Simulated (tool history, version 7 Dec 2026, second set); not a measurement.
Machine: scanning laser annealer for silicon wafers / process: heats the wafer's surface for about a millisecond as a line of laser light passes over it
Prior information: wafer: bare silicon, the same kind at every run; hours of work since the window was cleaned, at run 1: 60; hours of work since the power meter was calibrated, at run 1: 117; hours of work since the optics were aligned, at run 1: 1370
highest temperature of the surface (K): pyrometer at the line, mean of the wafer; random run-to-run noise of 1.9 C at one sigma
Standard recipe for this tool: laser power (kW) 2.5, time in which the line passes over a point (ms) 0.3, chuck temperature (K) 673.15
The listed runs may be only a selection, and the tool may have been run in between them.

run,hour,laser power (kW),time in which the line passes over a point (ms),chuck temperature (K),hours of work since the window was cleaned,hours of work since the power meter was calibrated,hours of work since the optics were aligned,highest temperature of the surface (K)
1,0,2.5,0.3,673.15,60,117,1370,1390.15
2,16.6,2.52,0.3,673.15,73,129,1382,1401.15
3,38.1,2.52,0.3,673.15,89,146,1399,1398.15
4,62.1,2.52,0.3,673.15,108,164,1417,1398.15
5,80.3,2.52,0.3,673.15,122,178,1431,1397.15
# hour 98: optics aligned, line set to its width
6,105.2,2.52,0.3,673.15,137,194,5,1398.15
7,128.5,2.5,0.377,673.15,155,212,23,1492.15
8,151.4,2.5,0.377,673.15,173,229,41,1487.15
9,163.3,2.5,0.359,673.15,182,238,50,1465.15
10,183.7,2.5,0.359,673.15,197,254,66,1466.15
11,201,2.5,0.3,668.15,211,267,79,1388.15
12,215.7,2.5,0.3,668.15,222,278,90,1386.15
13,228.9,2.5,0.3,673.15,232,289,100,1391.15
14,240.1,2.5,0.3,673.15,241,297,109,1394.15
15,251.2,2.5,0.3,681.15,249,306,117,1399.15
16,268.3,2.5,0.3,672.15,262,319,131,1391.15
17,287.2,2.5,0.3,673.15,277,333,145,1388.15
18,307.4,2.5,0.3,673.15,292,349,161,1390.15
19,319.3,2.5,0.3,673.15,301,358,170,1392.15
20,337,2.5,0.3,673.15,315,371,183,1390.15
21,346.8,2.5,0.3,673.15,322,379,191,1391.15
22,368.8,2.204,0.3,673.15,339,396,208,1308.15
23,381.9,2.204,0.3,705.15,349,406,218,1338.15
24,405.8,2.206,0.284,665.15,368,424,236,1285.15
25,423.1,2.5,0.347,673.15,381,437,249,1455.15
26,443.7,2.5,0.347,708.15,397,453,265,1491.15
# hour 454: window over the wafer cleaned
27,462.9,2.5,0.3,634.15,7,466,278,1353.15
28,481.5,2.5,0.351,639.15,21,481,293,1421.15
29,498.7,2.662,0.242,673.15,34,494,306,1354.15
30,513.6,2.5,0.242,659.15,46,505,317,1297.15
31,533.8,2.739,0.228,685.15,61,521,333,1359.15
32,545.7,2.444,0.3,636.15,70,530,342,1339.15
33,558.7,2.444,0.3,662.15,80,540,352,1367.15
34,578,2.556,0.256,673.15,95,555,367,1347.15
35,596.2,2.556,0.256,673.15,109,569,381,1347.15
36,608.3,2.457,0.256,647.15,118,578,390,1295.15

Run 37 comes next. What will it give?
37,631.2,2.457,0.256,647.15,136,596,407,?

highest temperature of the surface (K): 1293.15
With no hidden state in the tool, this same run would have given highest temperature of the surface (K) 1294.15.
